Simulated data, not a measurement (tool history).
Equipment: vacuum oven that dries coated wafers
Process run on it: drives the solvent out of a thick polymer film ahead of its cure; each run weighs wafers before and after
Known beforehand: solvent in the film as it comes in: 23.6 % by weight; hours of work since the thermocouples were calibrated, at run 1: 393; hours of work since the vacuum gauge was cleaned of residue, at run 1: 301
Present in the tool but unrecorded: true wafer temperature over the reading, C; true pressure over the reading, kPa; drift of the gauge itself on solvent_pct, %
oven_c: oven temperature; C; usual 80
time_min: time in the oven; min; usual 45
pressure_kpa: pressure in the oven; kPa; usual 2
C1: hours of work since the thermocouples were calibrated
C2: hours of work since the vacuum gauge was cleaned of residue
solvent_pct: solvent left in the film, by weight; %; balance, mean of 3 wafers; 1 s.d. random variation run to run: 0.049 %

{"run": 1, "hour": 0.0, "oven_c": 80, "time_min": 45, "pressure_kpa": 2, "C1": 393, "C2": 301, "solvent_pct": 4.1}
{"run": 2, "hour": 64.0, "oven_c": 80, "time_min": 45, "pressure_kpa": 2, "C1": 428, "C2": 337, "solvent_pct": 4.02}
{"run": 3, "hour": 146.0, "oven_c": 80, "time_min": 45, "pressure_kpa": 2, "C1": 474, "C2": 383, "solvent_pct": 4.02}
{"run": 4, "hour": 194.2, "oven_c": 80, "time_min": 45, "pressure_kpa": 2, "C1": 501, "C2": 410, "solvent_pct": 4.01}
{"run": 5, "hour": 266.2, "oven_c": 80, "time_min": 45, "pressure_kpa": 2, "C1": 542, "C2": 450, "solvent_pct": 4.04}
{"run": 6, "hour": 348.3, "oven_c": 80, "time_min": 45, "pressure_kpa": 2, "C1": 588, "C2": 496, "solvent_pct": 4.13}
{"run": 7, "hour": 426.1, "oven_c": 83, "time_min": 45, "pressure_kpa": 2, "C1": 631, "C2": 540, "solvent_pct": 2.96}
{"run": 8, "hour": 476.6, "oven_c": 83, "time_min": 45, "pressure_kpa": 2, "C1": 659, "C2": 568, "solvent_pct": 2.97}
{"run": 9, "hour": 563.1, "oven_c": 65, "time_min": 45, "pressure_kpa": 2, "C1": 708, "C2": 616, "solvent_pct": 11.86}
{"run": 10, "hour": 615.2, "oven_c": 80, "time_min": 45, "pressure_kpa": 1.29, "C1": 737, "C2": 645, "solvent_pct": 3.61}
{"run": 11, "hour": 685.7, "oven_c": 80, "time_min": 45, "pressure_kpa": 1.29, "C1": 776, "C2": 685, "solvent_pct": 3.51}
{"run": 12, "hour": 730.8, "oven_c": 80, "time_min": 45, "pressure_kpa": 4.2, "C1": 802, "C2": 710, "solvent_pct": 5.68}
{"run": 13, "hour": 789.8, "oven_c": 83, "time_min": 45, "pressure_kpa": 1.31, "C1": 835, "C2": 743, "solvent_pct": 2.5}

What does the tool deliver on the next run?
{"run": 14, "hour": 856.7, "oven_c": 66, "time_min": 45, "pressure_kpa": 3.22, "C1": 872, "C2": 780, "solvent_pct": "?"}

solvent_pct: 12.38 %
Take away the tool's hidden state, keep the run-to-run variation as it was, and the same run would have given solvent_pct 12.37 %.

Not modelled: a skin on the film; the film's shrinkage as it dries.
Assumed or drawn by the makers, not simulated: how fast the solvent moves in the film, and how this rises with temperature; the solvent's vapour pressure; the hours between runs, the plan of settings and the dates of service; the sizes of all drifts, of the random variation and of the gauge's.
